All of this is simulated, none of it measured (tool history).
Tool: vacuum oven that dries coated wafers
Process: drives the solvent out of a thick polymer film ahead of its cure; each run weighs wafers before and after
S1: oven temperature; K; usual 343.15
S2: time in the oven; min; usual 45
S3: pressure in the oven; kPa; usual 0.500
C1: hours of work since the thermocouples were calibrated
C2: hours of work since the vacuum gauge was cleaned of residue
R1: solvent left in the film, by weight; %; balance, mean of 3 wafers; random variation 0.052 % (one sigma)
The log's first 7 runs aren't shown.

run   hour      S1  S2     S3    C1   C2    R1
  8  192.2  343.15  45  1.807   928  640  2.07
  9  219.6  343.15  45  0.849   939  652  1.49
 10  257.1  343.15  45  0.849   954  667  1.52
 11  293.2  343.15  45  0.849   969  681  1.54
 12  310.6  343.15  63  0.500   976  688  0.76
 13  330.6  343.15  45  0.500   984  697  1.41
 14  350.3  343.15  45  0.500   992  705  1.29
 15  390.1  343.15  43  0.500  1008  721  1.47
     406.7  -- oven's thermocouples calibrated
 16  411.8  343.15  43  0.500     2  729  1.49
 17  435.4  343.15  43  0.500    12  738  1.48
 18  476.0  343.15  43  0.500    28  755  1.56
 19  493.4  343.15  43  0.500    35  762  1.53
 20  534.3  356.15  77  1.419    52  778  0.58
 21  561.8  356.15  77  1.419    63  789  0.58
 22  583.5  339.15  61  0.500    72  798  1.59
 23  614.2  340.15  51  0.639    84  810  1.87

The next listed run, before its measurement:
 24  650.1  340.15  51  0.639  99  825   ?

R1: 1.87 %
Without the tool's hidden state the same run would have given R1 1.75 %.
